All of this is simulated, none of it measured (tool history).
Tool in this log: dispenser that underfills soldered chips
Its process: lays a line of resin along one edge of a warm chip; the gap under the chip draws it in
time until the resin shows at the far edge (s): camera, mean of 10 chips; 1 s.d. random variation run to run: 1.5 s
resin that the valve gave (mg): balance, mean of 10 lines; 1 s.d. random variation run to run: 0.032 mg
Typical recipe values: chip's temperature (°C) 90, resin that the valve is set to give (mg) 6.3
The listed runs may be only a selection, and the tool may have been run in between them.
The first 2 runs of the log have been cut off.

run,hour,chip's temperature (°C),resin that the valve is set to give (mg),hours of work since the syringe was changed,hours of work since the valve was cleaned,hours of work since the stage was calibrated,time until the resin shows at the far edge (s),resin that the valve gave (mg)
3,10.3,90,6.3,9,51,91,207.4,5.99
# hour 13.6: new syringe of resin
4,16.1,90,6.3,2,56,95,155.1,6.01
5,21.7,90,6.3,6,60,99,186.2,5.98
6,26.3,90,6.3,10,63,103,213.8,5.93
# hour 29.4: new syringe of resin
7,30,90,6.3,0,66,105,148,5.92
8,35.2,90,7,4,70,109,171.9,6.52
9,40.7,90,7,8,74,113,205.2,6.51
# hour 45: new syringe of resin
10,48,90,6.3,2,79,119,162.6,5.85
11,51.4,90,6.3,5,82,121,182.8,5.81
12,56.8,90,6.3,9,86,125,213.3,5.76
# hour 60.6: new syringe of resin
13,61.6,90,6.3,1,89,129,150.1,5.79
14,67.5,76,6.3,5,94,133,290.3,5.78
15,73.3,76,6.3,10,98,138,342.5,5.73
# hour 76.4: new syringe of resin
16,80.3,90,6.3,3,103,143,164.2,5.72
17,83.8,90,6.3,5,106,145,185,5.66
18,90.6,76,6.3,11,111,150,365,5.72

Estimate the outcome of run 19 from the log above:
# hour 91.8: new syringe of resin
# hour 93.4: dispensing valve cleaned and set on the balance
19,94.9,76,6.3,2,1,152,?,?

time until the resin shows at the far edge (s): 244.6
resin that the valve gave (mg): 6.27
Minus the tool's unlogged condition, the same run would have read time until the resin shows at the far edge (s) 234.7, resin that the valve gave (mg) 6.27.
